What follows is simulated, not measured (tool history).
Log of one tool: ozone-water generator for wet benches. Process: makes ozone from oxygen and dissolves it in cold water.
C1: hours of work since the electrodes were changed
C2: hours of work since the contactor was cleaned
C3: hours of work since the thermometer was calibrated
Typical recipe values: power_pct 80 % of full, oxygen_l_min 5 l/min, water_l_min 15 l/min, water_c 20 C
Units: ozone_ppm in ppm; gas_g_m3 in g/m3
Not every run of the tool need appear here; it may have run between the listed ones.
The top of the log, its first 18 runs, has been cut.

run 19 day=56.475 | power_pct=85 oxygen_l_min=5 water_l_min=18 water_c=14 | C1=2953 C2=2394 C3=123 | ozone_ppm=28.9 gas_g_m3=231.9
run 20 day=60.204 | power_pct=80 oxygen_l_min=5 water_l_min=15 water_c=18 | C1=3030 C2=2471 C3=200 | ozone_ppm=29.4 gas_g_m3=217.5
run 21 day=64.146 | power_pct=80 oxygen_l_min=7.67 water_l_min=15 water_c=24 | C1=3112 C2=2553 C3=282 | ozone_ppm=24.7 gas_g_m3=172.3
run 22 day=65.975 | power_pct=56 oxygen_l_min=4.31 water_l_min=17 water_c=20 | C1=3149 C2=2590 C3=319 | ozone_ppm=19.5 gas_g_m3=179.2
run 23 day=68.667 | power_pct=56 oxygen_l_min=5 water_l_min=14 water_c=20 | C1=3205 C2=2646 C3=375 | ozone_ppm=22.4 gas_g_m3=165.7
run 24 day=70.8 | power_pct=89 oxygen_l_min=4.94 water_l_min=18 water_c=23 | C1=3249 C2=2690 C3=419 | ozone_ppm=26 gas_g_m3=239.8
run 25 day=73.658 | power_pct=40 oxygen_l_min=7.16 water_l_min=19 water_c=25 | C1=3308 C2=2749 C3=478 | ozone_ppm=12.2 gas_g_m3=102.7
run 26 day=76.583 | power_pct=45 oxygen_l_min=3.64 water_l_min=20 water_c=28 | C1=3368 C2=2809 C3=538 | ozone_ppm=12.9 gas_g_m3=166.2
run 27 day=80.275 | power_pct=55 oxygen_l_min=8.31 water_l_min=20 water_c=12 | C1=3445 C2=2885 C3=614 | ozone_ppm=18.6 gas_g_m3=120.7
run 28 day=83.908 | power_pct=46 oxygen_l_min=5 water_l_min=15 water_c=20 | C1=3520 C2=2960 C3=689 | ozone_ppm=18.5 gas_g_m3=141.3
run 29 day=86.367 | power_pct=46 oxygen_l_min=5 water_l_min=15 water_c=20 | C1=3570 C2=3011 C3=740 | ozone_ppm=18 gas_g_m3=140.7
run 30 day=88.304 | power_pct=46 oxygen_l_min=5 water_l_min=15 water_c=20 | C1=3610 C2=3051 C3=780 | ozone_ppm=18.1 gas_g_m3=140.4
run 31 day=90.646 | power_pct=46 oxygen_l_min=5 water_l_min=15 water_c=20 | C1=3659 C2=3099 C3=828 | ozone_ppm=18 gas_g_m3=141.2
run 32 day=92.738 | power_pct=80 oxygen_l_min=5 water_l_min=16 water_c=20 | C1=3702 C2=3143 C3=872 | ozone_ppm=26.4 gas_g_m3=215.8

Predict each of these 4 candidate next runs independently; none follows another, all start after run 32:
run A day=95.533 | power_pct=80 oxygen_l_min=5.34 water_l_min=21 water_c=18 | C1=3760 C2=3200 C3=929 | ozone_ppm=? gas_g_m3=?
run B day=95.533 | power_pct=41 oxygen_l_min=5.07 water_l_min=15 water_c=20 | C1=3760 C2=3200 C3=929 | ozone_ppm=? gas_g_m3=?
run C day=95.533 | power_pct=80 oxygen_l_min=5 water_l_min=17 water_c=20 | C1=3760 C2=3200 C3=929 | ozone_ppm=? gas_g_m3=?
run D day=95.533 | power_pct=92 oxygen_l_min=5 water_l_min=15 water_c=20 | C1=3760 C2=3200 C3=929 | ozone_ppm=? gas_g_m3=?

run=A ozone_ppm=22.1 gas_g_m3=208.2
run=B ozone_ppm=16.4 gas_g_m3=126
run=C ozone_ppm=25.4 gas_g_m3=215.1
run=D ozone_ppm=30.8 gas_g_m3=239.6
Without the tool's unlogged condition, the same runs would have read:
run=A ozone_ppm=26.3 gas_g_m3=240
run=B ozone_ppm=18.1 gas_g_m3=135.3
run=C ozone_ppm=30 gas_g_m3=247.9
run=D ozone_ppm=37 gas_g_m3=280.2
